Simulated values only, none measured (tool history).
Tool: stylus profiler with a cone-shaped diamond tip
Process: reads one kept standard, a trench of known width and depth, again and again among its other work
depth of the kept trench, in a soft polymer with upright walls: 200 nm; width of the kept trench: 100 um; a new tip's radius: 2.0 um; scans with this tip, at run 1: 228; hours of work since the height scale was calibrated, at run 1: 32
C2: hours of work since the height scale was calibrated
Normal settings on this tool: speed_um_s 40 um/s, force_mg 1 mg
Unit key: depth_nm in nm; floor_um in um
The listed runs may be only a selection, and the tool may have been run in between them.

Run 1, hour 0: usual settings; scans with this tip 228; C2 32. Result: depth_nm 201.76 nm, floor_um 98.17 um.
Run 2, hour 26.8: usual settings; scans with this tip 379; C2 53. Result: depth_nm 201.7 nm, floor_um 98.15 um.
Run 3, hour 49.9: usual settings; scans with this tip 509; C2 70. Result: depth_nm 201.7 nm, floor_um 98.11 um.
Run 4, hour 87.4: usual settings; scans with this tip 719; C2 100. Result: depth_nm 201.87 nm, floor_um 98.15 um.
Run 5, hour 126.5: usual settings; scans with this tip 939; C2 130. Result: depth_nm 201.66 nm, floor_um 98.11 um.
Run 6, hour 170.6: usual settings but force_mg 0.44 mg; scans with this tip 1187; C2 164. Result: depth_nm 201.18 nm, floor_um 98.06 um.
Run 7, hour 204.2: usual settings but force_mg 0.57 mg; scans with this tip 1375; C2 190. Result: depth_nm 201.16 nm, floor_um 98.09 um.
Run 8, hour 239.7: usual settings but force_mg 0.57 mg; scans with this tip 1574; C2 218. Result: depth_nm 201.1 nm, floor_um 98.05 um.
Run 9, hour 280.4: usual settings but force_mg 0.57 mg; scans with this tip 1803; C2 250. Result: depth_nm 201.16 nm, floor_um 98.13 um.
Run 10, hour 311.7: usual settings but force_mg 0.37 mg; scans with this tip 1979; C2 274. Result: depth_nm 200.84 nm, floor_um 98.02 um.
Run 11, hour 359: usual settings but force_mg 0.37 mg; scans with this tip 2244; C2 311. Result: depth_nm 200.85 nm, floor_um 98.03 um.
Run 12, hour 391.1: usual settings but force_mg 0.37 mg; scans with this tip 2425; C2 336. Result: depth_nm 201.04 nm, floor_um 98.05 um.
Run 13, hour 439: usual settings but force_mg 1.89 mg; scans with this tip 2694; C2 373. Result: depth_nm 202.87 nm, floor_um 98.2 um.
Run 14, hour 484.3: usual settings but force_mg 1.89 mg; scans with this tip 2948; C2 408. Result: depth_nm 202.52 nm, floor_um 98.12 um.
Run 15, hour 504.2: usual settings; scans with this tip 3060; C2 424. Result: depth_nm 201.62 nm, floor_um 98.11 um.
Run 16, hour 536.5: usual settings; scans with this tip 3241; C2 449. Result: depth_nm 201.92 nm, floor_um 98.15 um.
Run 17, hour 556.4: usual settings but speed_um_s 96 um/s, force_mg 1.21 mg; scans with this tip 3353; C2 464. Result: depth_nm 202.03 nm, floor_um 97.94 um.
Run 18, hour 580.2: usual settings but speed_um_s 102 um/s, force_mg 1.57 mg; scans with this tip 3486; C2 483. Result: depth_nm 202.31 nm, floor_um 98.05 um.
Run 19, hour 616.5: usual settings but speed_um_s 102 um/s, force_mg 0.69 mg; scans with this tip 3690; C2 511. Result: depth_nm 201.44 nm, floor_um 97.89 um.
Run 20, hour 640.5: usual settings but force_mg 1.54 mg; scans with this tip 3825; C2 530. Result: depth_nm 202.37 nm, floor_um 98.19 um.
Run 21, hour 675.8: usual settings but speed_um_s 113 um/s, force_mg 0.43 mg; scans with this tip 4023; C2 557. Result: depth_nm 200.72 nm, floor_um 97.74 um.
Run 22, hour 703.8: usual settings but speed_um_s 60 um/s, force_mg 2 mg; scans with this tip 4181; C2 579. Result: depth_nm 202.95 nm, floor_um 98.09 um.
Run 23, hour 750.3: usual settings but speed_um_s 60 um/s, force_mg 0.39 mg; scans with this tip 4442; C2 615. Result: depth_nm 200.97 nm, floor_um 97.91 um.
Run 24, hour 790.3: usual settings but force_mg 0.72 mg; scans with this tip 4666; C2 646. Result: depth_nm 201.57 nm, floor_um 98.13 um.
Run 25, hour 824.8: usual settings but force_mg 0.72 mg; scans with this tip 4860; C2 673. Result: depth_nm 201.46 nm, floor_um 98.11 um.
Run 26, hour 865.6: usual settings but speed_um_s 76 um/s, force_mg 2.49 mg; scans with this tip 5089; C2 705. Result: depth_nm 203.32 nm, floor_um 98.16 um.
Run 27, hour 889: usual settings but speed_um_s 65 um/s, force_mg 2.94 mg; scans with this tip 5221; C2 723. Result: depth_nm 203.65 nm, floor_um 98.13 um.
Run 28, hour 924.6: usual settings but speed_um_s 11 um/s, force_mg 2.19 mg; scans with this tip 5420; C2 751. Result: depth_nm 202.95 nm, floor_um 98.27 um.
Run 29, hour 952.5: usual settings but speed_um_s 107 um/s; scans with this tip 5577; C2 773. Result: depth_nm 201.52 nm, floor_um 97.92 um.
Run 30, hour 1000.1: usual settings but speed_um_s 98 um/s, force_mg 1.05 mg; scans with this tip 5845; C2 810. Result: depth_nm 201.69 nm, floor_um 98.03 um.
Run 31, hour 1048.5: usual settings but speed_um_s 98 um/s, force_mg 1.05 mg; scans with this tip 6116; C2 847. Result: depth_nm 201.89 nm, floor_um 97.97 um.

Forecast each of these 4 alternatives for the next run:
Run A, hour 1096.9: usual settings but speed_um_s 27 um/s, force_mg 1.58 mg; scans with this tip 6388; C2 885. Result: depth_nm ?, floor_um ?.
Run B, hour 1096.9: usual settings but speed_um_s 22 um/s, force_mg 1.13 mg; scans with this tip 6388; C2 885. Result: depth_nm ?, floor_um ?.
Run C, hour 1096.9: usual settings but speed_um_s 27 um/s, force_mg 0.37 mg; scans with this tip 6388; C2 885. Result: depth_nm ?, floor_um ?.
Run D, hour 1096.9: usual settings but force_mg 1.41 mg; scans with this tip 6388; C2 885. Result: depth_nm ?, floor_um ?.

run  depth_nm  floor_um
  A    202.44      98.2
  B    202.01     98.17
  C    201.04      98.1
  D    202.33     98.14
With no hidden state in the tool, these same runs would have given:
run  depth_nm  floor_um
  A    202.43      98.2
  B       202     98.17
  C    201.04      98.1
  D    202.32     98.14
